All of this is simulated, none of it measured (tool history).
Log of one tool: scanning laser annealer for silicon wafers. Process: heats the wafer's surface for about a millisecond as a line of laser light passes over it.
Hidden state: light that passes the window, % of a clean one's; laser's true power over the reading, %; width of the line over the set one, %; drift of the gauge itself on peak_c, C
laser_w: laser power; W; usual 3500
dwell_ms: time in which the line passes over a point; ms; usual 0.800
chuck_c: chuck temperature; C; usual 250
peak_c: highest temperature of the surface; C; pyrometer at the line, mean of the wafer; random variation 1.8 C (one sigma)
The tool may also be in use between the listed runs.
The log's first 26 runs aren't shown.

run     day  laser_w  dwell_ms  chuck_c  hours of work since the window was cleaned  hours of work since the power meter was calibrated  hours of work since the optics were aligned  peak_c
 27  32.550     3650     0.599      251                                         121                                                1509                                         1253     901
 28  33.738     3710     0.830      282                                         140                                                1528                                         1272    1063
 29  34.771     3013     0.652      251                                         157                                                1545                                         1289     809
 30  35.604     3370     0.652      251                                         170                                                1558                                         1302     872
 31  37.142     3019     0.800      250                                         195                                                1583                                         1327     867
 32  37.942     3457     0.634      250                                         208                                                1596                                         1340     883
 33  38.783     3767     0.800      250                                         222                                                1609                                         1354    1026
 34  40.354     3448     0.800      230                                         247                                                1635                                         1379     943
 35  41.108     3448     0.800      230                                         259                                                1647                                         1391     941
 36  42.392     3126     0.943      272                                         280                                                1667                                         1412     972
 37  43.129     3572     0.943      259                                         291                                                1679                                         1423    1064
 38  44.808     3087     0.800      250                                         318                                                1706                                         1450     885
 39  45.708     3404     0.734      250                                         333                                                1721                                         1465     922
 40  46.962     3476     0.581      290                                         353                                                1741                                         1485     895
 41  48.508     3481     0.827      230                                         378                                                1766                                         1510     961

Forecast each of these 3 alternatives for the next run:
  A  49.650     3600     0.706      271                                         396                                                1784                                         1528       ?
  B  49.650     3500     0.803      248                                         396                                                1784                                         1528       ?
  C  49.650     3481     0.820      290                                         396                                                1784                                         1528       ?

run  peak_c
  A     968
  B     968
  C    1018
Without the tool's hidden state the same runs would have given:
run  peak_c
  A     969
  B     969
  C    1019
